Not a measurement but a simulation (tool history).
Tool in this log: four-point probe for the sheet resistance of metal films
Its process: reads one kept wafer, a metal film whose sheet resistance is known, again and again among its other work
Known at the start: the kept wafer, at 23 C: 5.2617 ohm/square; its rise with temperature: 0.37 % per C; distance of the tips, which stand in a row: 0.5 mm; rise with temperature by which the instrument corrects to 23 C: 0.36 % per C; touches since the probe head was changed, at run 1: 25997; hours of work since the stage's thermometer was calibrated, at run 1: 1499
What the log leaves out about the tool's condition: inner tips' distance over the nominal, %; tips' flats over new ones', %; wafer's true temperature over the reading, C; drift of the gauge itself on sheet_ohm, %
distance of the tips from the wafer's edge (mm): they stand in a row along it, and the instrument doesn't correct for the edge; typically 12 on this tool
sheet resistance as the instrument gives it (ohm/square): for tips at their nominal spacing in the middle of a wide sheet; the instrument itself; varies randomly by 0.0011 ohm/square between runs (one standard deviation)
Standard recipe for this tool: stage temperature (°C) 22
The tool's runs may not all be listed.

| run | hour | stage temperature (°C) | distance of the tips from the wafer's edge (mm) | touches since the probe head was changed | hours of work since the stage's thermometer was calibrated | sheet resistance as the instrument gives it (ohm/square) |
|---|---|---|---|---|---|---|
| 1 | 0.0 | 22 | 12 | 25997 | 1499 | 5.284759 |
| 2 | 15.4 | 22 | 12 | 26628 | 1509 | 5.285146 |
| 3 | 36.2 | 22 | 12 | 27483 | 1523 | 5.286892 |
| 4 | 55.5 | 35 | 12 | 28275 | 1536 | 5.295839 |
| 5 | 75.0 | 22 | 12 | 29073 | 1550 | 5.286336 |
| 6 | 92.4 | 22 | 12 | 29787 | 1561 | 5.284572 |
| 7 | 117.5 | 22 | 12 | 30818 | 1578 | 5.286653 |
| 8 | 145.0 | 22 | 12 | 31946 | 1597 | 5.286778 |
| 9 | 162.7 | 22 | 43 | 32673 | 1609 | 5.283024 |
| 10 | 186.2 | 22 | 43 | 33634 | 1624 | 5.282151 |
| 11 | 204.4 | 22 | 43 | 34381 | 1637 | 5.281386 |
| 12 | 220.2 | 22 | 43 | 35031 | 1647 | 5.283067 |
|  | 223.1 | stage's thermometer calibrated |
| 13 | 234.0 | 22 | 43 | 35575 | 7 | 5.286953 |
| 14 | 261.7 | 22 | 43 | 36711 | 26 | 5.287063 |
| 15 | 289.9 | 19 | 12 | 37868 | 45 | 5.289686 |
|  | 292.5 | stage's thermometer calibrated, once more |
| 16 | 313.6 | 19 | 12 | 38823 | 14 | 5.279064 |
| 17 | 341.6 | 22 | 12 | 39968 | 33 | 5.283320 |
| 18 | 362.3 | 22 | 12 | 40821 | 47 | 5.282746 |
| 19 | 381.6 | 23 | 12 | 41609 | 60 | 5.285833 |
| 20 | 400.0 | 23 | 12 | 42364 | 72 | 5.284494 |
| 21 | 427.9 | 23 | 12 | 43509 | 91 | 5.284736 |
| 22 | 443.8 | 27 | 12 | 44164 | 102 | 5.289877 |
| 23 | 459.3 | 23 | 4 | 44797 | 112 | 5.324085 |
| 24 | 476.2 | 30 | 9 | 45492 | 124 | 5.294229 |
| 25 | 492.4 | 22 | 75 | 46158 | 135 | 5.279131 |
| 26 | 516.3 | 33 | 57 | 47138 | 151 | 5.290530 |
| 27 | 531.7 | 33 | 57 | 47770 | 161 | 5.289684 |
| 28 | 550.4 | 20 | 29 | 48535 | 173 | 5.280049 |
| 29 | 562.9 | 20 | 29 | 49051 | 182 | 5.280571 |
| 30 | 584.6 | 20 | 29 | 49938 | 196 | 5.279596 |
| 31 | 613.3 | 20 | 29 | 51117 | 216 | 5.281370 |
| 32 | 627.4 | 21 | 12 | 51696 | 225 | 5.284273 |
| 33 | 650.2 | 18 | 60 | 52630 | 241 | 5.279122 |
| 34 | 677.5 | 28 | 39 | 53749 | 259 | 5.288584 |
| 35 | 707.2 | 28 | 39 | 54967 | 279 | 5.289629 |
| 36 | 729.9 | 28 | 39 | 55898 | 294 | 5.287875 |
| 37 | 755.3 | 35 | 59 | 56941 | 311 | 5.294551 |
| 38 | 775.0 | 21 | 59 | 57749 | 325 | 5.283387 |
| 39 | 795.8 | 20 | 9 | 58603 | 339 | 5.290953 |
| 40 | 820.5 | 22 | 9 | 59616 | 355 | 5.293947 |
| 41 | 832.5 | 33 | 9 | 60110 | 363 | 5.300405 |

Measured less the same run without the tool's hidden state. The same run-to-run variation is in both; the gauge's scatter may not be:
| run | sheet resistance as the instrument gives it (ohm/square) |
|---|---|
| 1 | +0.019231 |
| 2 | +0.019460 |
| 3 | +0.019759 |
| 4 | +0.019759 |
| 5 | +0.020268 |
| 6 | +0.020513 |
| 7 | +0.020888 |
| 8 | +0.021266 |
| 9 | +0.021483 |
| 10 | +0.021811 |
| 11 | +0.022068 |
| 12 | +0.022305 |
| 13 | +0.025389 |
| 14 | +0.025783 |
| 15 | +0.026296 |
| 16 | +0.016543 |
| 17 | +0.016936 |
| 18 | +0.017232 |
| 19 | +0.017501 |
| 20 | +0.017737 |
| 21 | +0.018110 |
| 22 | +0.018353 |
| 23 | +0.018693 |
| 24 | +0.018841 |
| 25 | +0.018990 |
| 26 | +0.019385 |
| 27 | +0.019619 |
| 28 | +0.019825 |
| 29 | +0.019987 |
| 30 | +0.020262 |
| 31 | +0.020652 |
| 32 | +0.020849 |
| 33 | +0.021152 |
| 34 | +0.021552 |
| 35 | +0.021966 |
| 36 | +0.022263 |
| 37 | +0.022671 |
| 38 | +0.022914 |
| 39 | +0.023245 |
| 40 | +0.023581 |
| 41 | +0.023764 |

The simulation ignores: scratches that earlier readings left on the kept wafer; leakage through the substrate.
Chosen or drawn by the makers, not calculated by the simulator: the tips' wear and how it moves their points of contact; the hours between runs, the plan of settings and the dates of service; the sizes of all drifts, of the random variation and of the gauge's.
